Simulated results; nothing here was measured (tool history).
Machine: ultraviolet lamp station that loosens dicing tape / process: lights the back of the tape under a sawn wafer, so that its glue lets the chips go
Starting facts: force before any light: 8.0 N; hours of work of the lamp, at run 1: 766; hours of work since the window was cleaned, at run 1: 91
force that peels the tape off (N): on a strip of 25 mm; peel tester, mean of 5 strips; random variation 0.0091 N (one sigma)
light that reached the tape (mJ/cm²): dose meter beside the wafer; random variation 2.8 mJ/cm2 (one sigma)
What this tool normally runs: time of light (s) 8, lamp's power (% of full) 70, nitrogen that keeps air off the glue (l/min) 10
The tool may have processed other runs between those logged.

run   hour  time of light (s)  lamp's power (% of full)  nitrogen that keeps air off the glue (l/min)  hours of work of the lamp  hours of work since the window was cleaned  force that peels the tape off (N)  light that reached the tape (mJ/cm²)
  1    0.0                  8                        70                                            10                        766                                          91                              0.692                                   291
  2   42.3                  8                        70                                            10                        786                                         110                              0.700                                   289
  3   80.4                  8                        70                                            10                        803                                         128                              0.742                                   286
  4  112.9                  8                        70                                            10                        818                                         143                              0.733                                   281
  5  140.1                  8                        70                                            10                        831                                         155                              0.744                                   275
  6  181.1                  8                        70                                            10                        849                                         174                              0.778                                   273
  7  225.8                  8                        74                                            10                        870                                         194                              0.710                                   288
  8  264.7                  8                        82                                            10                        888                                         212                              0.585                                   316
  9  311.4                  8                        82                                            10                        909                                         234                              0.566                                   312
     342.7  -- window cleaned of glue's vapour
 10  351.5                 12                        70                                            10                        927                                           4                              0.409                                   383
 11  404.6                  8                        76                                            10                        952                                          28                              0.815                                   272
 12  441.6                  8                        76                                            10                        969                                          45                              0.790                                   271
 13  491.0                  8                        70                                            10                        991                                          68                              0.930                                   244
 14  529.5                  8                        70                                            10                       1009                                          86                              0.975                                   241
 15  567.2                  8                        94                                            10                       1026                                         103                              0.545                                   322
 16  591.3                  8                        94                                            10                       1038                                         114                              0.576                                   316

Predict the results of run 17:
     595.5  -- window cleaned of glue's vapour, once more
 17  620.7                  8                        84                                            10                       1051                                          12                                  ?                                     ?

Run 17 came out at force that peels the tape off (N) 0.597, light that reached the tape (mJ/cm²) 314.
Without the tool's hidden state the same run would have given force that peels the tape off (N) 0.291, light that reached the tape (mJ/cm²) 474.
